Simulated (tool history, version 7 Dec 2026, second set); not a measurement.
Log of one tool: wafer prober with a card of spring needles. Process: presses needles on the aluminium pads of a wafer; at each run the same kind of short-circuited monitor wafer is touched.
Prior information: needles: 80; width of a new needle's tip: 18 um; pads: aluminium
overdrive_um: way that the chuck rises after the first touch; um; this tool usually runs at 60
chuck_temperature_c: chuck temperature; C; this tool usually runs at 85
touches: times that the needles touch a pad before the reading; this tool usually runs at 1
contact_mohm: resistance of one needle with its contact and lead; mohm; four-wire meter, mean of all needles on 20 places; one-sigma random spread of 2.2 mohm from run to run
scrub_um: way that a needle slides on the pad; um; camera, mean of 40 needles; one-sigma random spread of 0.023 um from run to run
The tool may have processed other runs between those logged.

Run 1, day 0: usual settings. Result: contact_mohm 267 mohm, scrub_um 14.92 um.
At day 0.262: tips cleaned on abrasive film.
At day 1.517: tips cleaned on abrasive film.
Run 2, day 2.458: usual settings. Result: contact_mohm 278 mohm, scrub_um 14.84 um.
At day 2.721: tips cleaned on abrasive film.
At day 2.992: height of the first contact set anew.
At day 3.825: tips cleaned on abrasive film.
At day 4.938: tips cleaned on abrasive film.
Run 3, day 5.492: usual settings. Result: contact_mohm 272 mohm, scrub_um 15.32 um.
At day 6.208: tips cleaned on abrasive film.
At day 6.779: tips cleaned on abrasive film, once more.
At day 7.829: tips cleaned on abrasive film.
Run 4, day 7.933: usual settings. Result: contact_mohm 251 mohm, scrub_um 15.31 um.
At day 8.962: tips cleaned on abrasive film.
Run 5, day 9.667: usual settings. Result: contact_mohm 267 mohm, scrub_um 15.25 um.
At day 10.067: tips cleaned on abrasive film.
At day 11.229: tips cleaned on abrasive film.
At day 12.454: tips cleaned on abrasive film.
Run 6, day 12.492: usual settings. Result: contact_mohm 247 mohm, scrub_um 15.21 um.
At day 13.742: tips cleaned on abrasive film.
Run 7, day 14.229: usual settings. Result: contact_mohm 263 mohm, scrub_um 15.13 um.
At day 14.796: tips cleaned on abrasive film.
At day 15.988: tips cleaned on abrasive film.
Run 8, day 16.958: usual settings. Result: contact_mohm 275 mohm, scrub_um 15.13 um.
At day 17.15: tips cleaned on abrasive film.
At day 18.383: tips cleaned on abrasive film.
Run 9, day 18.588: usual settings but chuck_temperature_c 52 C. Result: contact_mohm 250 mohm, scrub_um 15.08 um.
At day 19.525: tips cleaned on abrasive film.
At day 20.646: tips cleaned on abrasive film.
Run 10, day 20.779: usual settings but chuck_temperature_c 52 C. Result: contact_mohm 246 mohm, scrub_um 15.12 um.
At day 21.696: tips cleaned on abrasive film.
Run 11, day 22.458: usual settings but overdrive_um 48 um, chuck_temperature_c 42 C. Result: contact_mohm 288 mohm, scrub_um 12.01 um.
At day 22.854: tips cleaned on abrasive film.
At day 24.125: tips cleaned on abrasive film.
At day 25.167: tips cleaned on abrasive film.
Run 12, day 25.604: usual settings but overdrive_um 76 um, chuck_temperature_c 47 C, touches 2. Result: contact_mohm 240 mohm, scrub_um 19.19 um.
At day 26.312: tips cleaned on abrasive film.
At day 27.492: tips cleaned on abrasive film.
Run 13, day 27.838: usual settings but overdrive_um 76 um, chuck_temperature_c 47 C, touches 2. Result: contact_mohm 236 mohm, scrub_um 19.13 um.
At day 28.592: tips cleaned on abrasive film.
At day 29.742: tips cleaned on abrasive film.
Run 14, day 29.838: usual settings but chuck_temperature_c 111 C. Result: contact_mohm 258 mohm, scrub_um 15.01 um.
At day 30.908: tips cleaned on abrasive film.
Run 15, day 31.75: usual settings but chuck_temperature_c 111 C. Result: contact_mohm 284 mohm, scrub_um 14.91 um.

Selected run-to-run steps in contact_mohm, each split into two signed amounts: the part the tool would show with no hidden state at all (from settings, incoming material and random variation), and the remainder, which goes to the hidden state together with any gauge scatter not common to the measured and the hidden-state-free results:
The hidden state here: debris on the tips, nm; way that the needles fall short of the set height, um; tips' diameter, um; drift of the gauge itself on contact_mohm, %; drift of the gauge itself on scrub_um, %.
Run 11 -> 12: overdrive_um 48 -> 76, chuck_temperature_c 42 -> 47, touches 1 -> 2, tips cleaned on abrasive film, tips cleaned on abrasive film, tips cleaned on abrasive film. contact_mohm -48 mohm: hidden state -42, all else -6.
